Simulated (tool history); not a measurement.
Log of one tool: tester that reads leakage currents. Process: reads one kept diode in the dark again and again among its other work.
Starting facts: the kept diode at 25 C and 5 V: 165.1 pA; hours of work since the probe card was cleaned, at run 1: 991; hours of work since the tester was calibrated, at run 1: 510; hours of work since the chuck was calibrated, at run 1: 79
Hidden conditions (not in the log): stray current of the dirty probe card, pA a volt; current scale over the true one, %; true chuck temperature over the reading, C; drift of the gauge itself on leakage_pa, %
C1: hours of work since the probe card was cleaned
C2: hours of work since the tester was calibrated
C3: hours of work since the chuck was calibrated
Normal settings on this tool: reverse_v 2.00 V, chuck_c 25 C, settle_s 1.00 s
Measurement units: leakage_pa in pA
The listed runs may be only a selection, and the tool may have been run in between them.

Run 1, hour 0.0: usual settings; C1 991; C2 510; C3 79. Result: leakage_pa 100.26 pA.
Run 2, hour 43.1: usual settings; C1 1021; C2 540; C3 109. Result: leakage_pa 100.54 pA.
Run 3, hour 75.3: usual settings; C1 1043; C2 562; C3 131. Result: leakage_pa 100.65 pA.
Run 4, hour 144.2: usual settings; C1 1091; C2 610; C3 179. Result: leakage_pa 100.33 pA.
Run 5, hour 197.2: usual settings but reverse_v 13.75 V; C1 1127; C2 646; C3 216. Result: leakage_pa 287.23 pA.
Run 6, hour 266.2: usual settings but reverse_v 13.75 V; C1 1175; C2 694; C3 264. Result: leakage_pa 286.88 pA.
Run 7, hour 312.1: usual settings but reverse_v 13.75 V; C1 1207; C2 726; C3 295. Result: leakage_pa 288.80 pA.
Run 8, hour 368.4: usual settings but reverse_v 13.75 V; C1 1246; C2 765; C3 334. Result: leakage_pa 288.07 pA.
Run 9, hour 404.8: usual settings but reverse_v 13.75 V; C1 1271; C2 790; C3 360. Result: leakage_pa 287.17 pA.
Run 10, hour 461.4: usual settings but reverse_v 13.75 V; C1 1310; C2 829; C3 399. Result: leakage_pa 285.29 pA.
Run 11, hour 494.1: usual settings but reverse_v 13.75 V; C1 1333; C2 852; C3 421. Result: leakage_pa 287.72 pA.
Run 12, hour 540.6: usual settings but chuck_c 29 C; C1 1365; C2 884; C3 454. Result: leakage_pa 137.10 pA.
Run 13, hour 588.7: usual settings but chuck_c 29 C; C1 1399; C2 918; C3 487. Result: leakage_pa 137.15 pA.
Run 14, hour 643.1: usual settings but chuck_c 29 C; C1 1436; C2 955; C3 525. Result: leakage_pa 137.11 pA.
Run 15, hour 710.0: usual settings but chuck_c 29 C, settle_s 3.46 s; C1 1483; C2 1002; C3 571. Result: leakage_pa 137.87 pA.
Run 16, hour 770.7: usual settings but chuck_c 29 C, settle_s 3.46 s; C1 1525; C2 1044; C3 613. Result: leakage_pa 137.07 pA.
Run 17, hour 829.7: usual settings but reverse_v 11.95 V, chuck_c 29 C, settle_s 3.46 s; C1 1566; C2 1085; C3 654. Result: leakage_pa 361.88 pA.
Run 18, hour 876.8: usual settings but reverse_v 11.95 V, chuck_c 29 C, settle_s 3.46 s; C1 1598; C2 1117; C3 687. Result: leakage_pa 360.13 pA.
Run 19, hour 926.0: usual settings but reverse_v 11.95 V, chuck_c 29 C, settle_s 3.46 s; C1 1632; C2 1151; C3 721. Result: leakage_pa 362.36 pA.
Run 20, hour 983.6: usual settings but settle_s 0.89 s; C1 1672; C2 1191; C3 761. Result: leakage_pa 100.31 pA.
Run 21, hour 1021.3: usual settings but settle_s 0.89 s; C1 1698; C2 1217; C3 787. Result: leakage_pa 100.67 pA.
Run 22, hour 1077.1: usual settings but settle_s 0.89 s; C1 1737; C2 1256; C3 825. Result: leakage_pa 101.01 pA.
Run 23, hour 1114.4: usual settings but settle_s 0.89 s; C1 1763; C2 1282; C3 851. Result: leakage_pa 100.54 pA.
Run 24, hour 1176.6: usual settings but settle_s 0.89 s; C1 1806; C2 1325; C3 894. Result: leakage_pa 100.03 pA.
Run 25, hour 1241.0: usual settings but reverse_v 8.18 V, settle_s 8.34 s; C1 1851; C2 1370; C3 939. Result: leakage_pa 216.84 pA.
Run 26, hour 1292.2: usual settings but reverse_v 5.06 V, chuck_c 20 C, settle_s 6.74 s; C1 1886; C2 1405; C3 974. Result: leakage_pa 111.48 pA.
Run 27, hour 1330.4: usual settings but reverse_v 5.06 V, chuck_c 28 C, settle_s 0.46 s; C1 1913; C2 1431; C3 1001. Result: leakage_pa 211.42 pA.
Run 28, hour 1388.0: usual settings but reverse_v 3.39 V, chuck_c 23 C, settle_s 8.87 s; C1 1952; C2 1471; C3 1041. Result: leakage_pa 114.31 pA.
Run 29, hour 1442.5: usual settings but reverse_v 2.27 V, chuck_c 31 C, settle_s 6.10 s; C1 1990; C2 1509; C3 1079. Result: leakage_pa 171.32 pA.
Run 30, hour 1476.7: usual settings but reverse_v 1.19 V, settle_s 9.04 s; C1 2014; C2 1533; C3 1102. Result: leakage_pa 75.68 pA.
Run 31, hour 1513.0: usual settings but reverse_v 7.26 V, settle_s 1.97 s; C1 2039; C2 1558; C3 1127. Result: leakage_pa 203.06 pA.
At hour 1562.8: chuck's temperature calibrated.
Run 32, hour 1583.6: usual settings but reverse_v 7.26 V, settle_s 1.97 s; C1 2087; C2 1606; C3 14. Result: leakage_pa 204.21 pA.
Run 33, hour 1639.5: usual settings but reverse_v 13.22 V, chuck_c 24 C; C1 2125; C2 1644; C3 53. Result: leakage_pa 259.43 pA.
Run 34, hour 1675.4: usual settings but reverse_v 13.22 V, chuck_c 24 C; C1 2150; C2 1669; C3 78. Result: leakage_pa 260.16 pA.
Run 35, hour 1712.5: usual settings but reverse_v 7.98 V; C1 2176; C2 1695; C3 104. Result: leakage_pa 212.83 pA.
Run 36, hour 1748.8: usual settings but reverse_v 13.53 V, chuck_c 45 C, settle_s 4.26 s; C1 2201; C2 1720; C3 129. Result: leakage_pa 1241.25 pA.
Run 37, hour 1791.3: usual settings but reverse_v 12.49 V, chuck_c 35 C, settle_s 0.38 s; C1 2231; C2 1749; C3 158. Result: leakage_pa 584.43 pA.
Run 38, hour 1847.5: usual settings but reverse_v 12.49 V, chuck_c 35 C, settle_s 0.38 s; C1 2269; C2 1788; C3 197. Result: leakage_pa 585.58 pA.

Some steps in leakage_pa, run to run, broken into two amounts with sign: the step expected even without the hidden condition (settings, incoming material, random variation), and the rest, left for the hidden condition together with whatever gauge scatter is not in both the measured and the hidden-condition-free result:
Run 19 -> 20: reverse_v 11.95 -> 2.00, chuck_c 29 -> 25, settle_s 3.46 -> 0.89. leakage_pa -262.05 pA: hidden state -0.22, all else -261.83.
Run 31 -> 32: chuck's temperature calibrated. leakage_pa +1.15 pA: hidden state -0.20, all else +1.35.
Run 35 -> 36: reverse_v 7.98 -> 13.53, chuck_c 25 -> 45, settle_s 1.00 -> 4.26. leakage_pa +1028.42 pA: hidden state +0.35, all else +1028.07.
Run 36 -> 37: reverse_v 13.53 -> 12.49, chuck_c 45 -> 35, settle_s 4.26 -> 0.38. leakage_pa -656.82 pA: hidden state -0.19, all else -656.63.
